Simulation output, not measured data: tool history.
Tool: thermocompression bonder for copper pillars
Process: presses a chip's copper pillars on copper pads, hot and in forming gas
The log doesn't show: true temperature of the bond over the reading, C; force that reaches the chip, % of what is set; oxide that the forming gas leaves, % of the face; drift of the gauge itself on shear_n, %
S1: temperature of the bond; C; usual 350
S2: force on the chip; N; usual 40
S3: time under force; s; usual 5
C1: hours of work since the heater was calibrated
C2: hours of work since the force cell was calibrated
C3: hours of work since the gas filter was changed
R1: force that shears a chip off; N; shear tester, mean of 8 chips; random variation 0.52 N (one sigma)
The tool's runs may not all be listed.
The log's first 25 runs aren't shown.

| run | hour | S1 | S2 | S3 | C1 | C2 | C3 | R1 |
|---|---|---|---|---|---|---|---|---|
| 26 | 321.7 | 347 | 42 | 3 | 108 | 361 | 375 | 44.8 |
|  | 324.0 | force cell calibrated |
| 27 | 331.3 | 333 | 42 | 5 | 113 | 4 | 379 | 44.6 |
| 28 | 338.8 | 350 | 40 | 12 | 117 | 8 | 383 | 69.4 |
| 29 | 353.9 | 350 | 40 | 12 | 125 | 16 | 392 | 69.5 |
| 30 | 362.1 | 350 | 25 | 4 | 129 | 21 | 396 | 30.9 |
| 31 | 371.7 | 354 | 39 | 8 | 135 | 26 | 401 | 61.3 |
| 32 | 386.2 | 340 | 29 | 9 | 143 | 34 | 409 | 43.2 |
|  | 390.1 | forming gas filter changed |
| 33 | 404.4 | 327 | 40 | 5 | 152 | 44 | 8 | 41.6 |
| 34 | 416.3 | 361 | 45 | 12 | 159 | 50 | 14 | 87.7 |
| 35 | 426.3 | 361 | 45 | 12 | 164 | 56 | 20 | 87.3 |
|  | 432.0 | force cell calibrated, once more |
| 36 | 435.2 | 350 | 44 | 10 | 168 | 2 | 24 | 78.7 |
| 37 | 446.4 | 349 | 56 | 14 | 174 | 8 | 30 | 98.5 |
| 38 | 464.5 | 355 | 51 | 9 | 184 | 18 | 40 | 87.3 |
| 39 | 479.5 | 355 | 51 | 9 | 193 | 26 | 48 | 87.0 |
| 40 | 488.5 | 332 | 29 | 13 | 198 | 31 | 53 | 51.7 |

Forecast each of these 4 alternatives for the next run:
| A | 502.3 | 357 | 34 | 13 | 205 | 38 | 61 | ? |
| B | 502.3 | 350 | 40 | 8 | 205 | 38 | 61 | ? |
| C | 502.3 | 326 | 51 | 13 | 205 | 38 | 61 | ? |
| D | 502.3 | 350 | 40 | 6 | 205 | 38 | 61 | ? |

| run | R1 |
|---|---|
| A | 75.2 |
| B | 67.5 |
| C | 75.4 |
| D | 61.4 |
Without the tool's hidden state the same runs would have given:
| run | R1 |
|---|---|
| A | 78.6 |
| B | 70.8 |
| C | 79.0 |
| D | 64.5 |

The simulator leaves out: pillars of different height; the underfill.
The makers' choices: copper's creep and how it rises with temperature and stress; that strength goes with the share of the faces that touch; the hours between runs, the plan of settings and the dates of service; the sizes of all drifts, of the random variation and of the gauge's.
